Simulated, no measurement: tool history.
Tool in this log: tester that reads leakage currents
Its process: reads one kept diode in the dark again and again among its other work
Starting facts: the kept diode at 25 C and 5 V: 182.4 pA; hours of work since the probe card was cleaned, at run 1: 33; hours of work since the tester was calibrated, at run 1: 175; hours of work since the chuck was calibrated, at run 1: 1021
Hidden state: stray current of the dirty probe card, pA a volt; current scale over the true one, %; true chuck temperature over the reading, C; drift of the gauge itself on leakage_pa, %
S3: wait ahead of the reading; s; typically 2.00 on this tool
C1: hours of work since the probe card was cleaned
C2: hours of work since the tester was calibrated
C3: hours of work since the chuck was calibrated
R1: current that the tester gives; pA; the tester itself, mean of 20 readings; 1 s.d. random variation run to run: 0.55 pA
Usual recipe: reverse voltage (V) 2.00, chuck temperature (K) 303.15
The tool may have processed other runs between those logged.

Run 1, hour 0.0: usual settings; C1 33; C2 175; C3 1021. Result: R1 220.50 pA.
Run 2, hour 75.3: usual settings; C1 64; C2 205; C3 1052. Result: R1 220.98 pA.
Run 3, hour 186.9: usual settings but reverse voltage (V) 17.23; C1 109; C2 250; C3 1096. Result: R1 634.36 pA.
Run 4, hour 303.6: usual settings; C1 156; C2 297; C3 1143. Result: R1 226.21 pA.
Run 5, hour 403.4: usual settings; C1 196; C2 337; C3 1184. Result: R1 226.35 pA.
Run 6, hour 491.9: usual settings; C1 231; C2 373; C3 1219. Result: R1 228.23 pA.
At hour 504.4: chuck's temperature calibrated.
Run 7, hour 599.0: usual settings but chuck temperature (K) 307.15; C1 274; C2 415; C3 38. Result: R1 261.32 pA.
Run 8, hour 719.9: usual settings but reverse voltage (V) 4.11, chuck temperature (K) 294.15, S3 1.38 s; C1 322; C2 464; C3 87. Result: R1 118.40 pA.
Run 9, hour 834.7: usual settings but reverse voltage (V) 9.09, chuck temperature (K) 293.15, S3 8.02 s; C1 368; C2 510; C3 133. Result: R1 159.59 pA.
Run 10, hour 937.1: usual settings but reverse voltage (V) 9.09, chuck temperature (K) 293.15, S3 8.02 s; C1 410; C2 551; C3 174. Result: R1 160.94 pA.
Run 11, hour 1006.5: usual settings but reverse voltage (V) 10.37, chuck temperature (K) 305.15, S3 2.67 s; C1 438; C2 579; C3 202. Result: R1 503.00 pA.

The next listed run, before its measurement:
Run 12, hour 1065.6: usual settings but chuck temperature (K) 314.15; C1 461; C2 603; C3 226. Result: R1 ?.

R1: 483.52 pA
Without the tool's hidden state the same run would have given R1 464.17 pA.
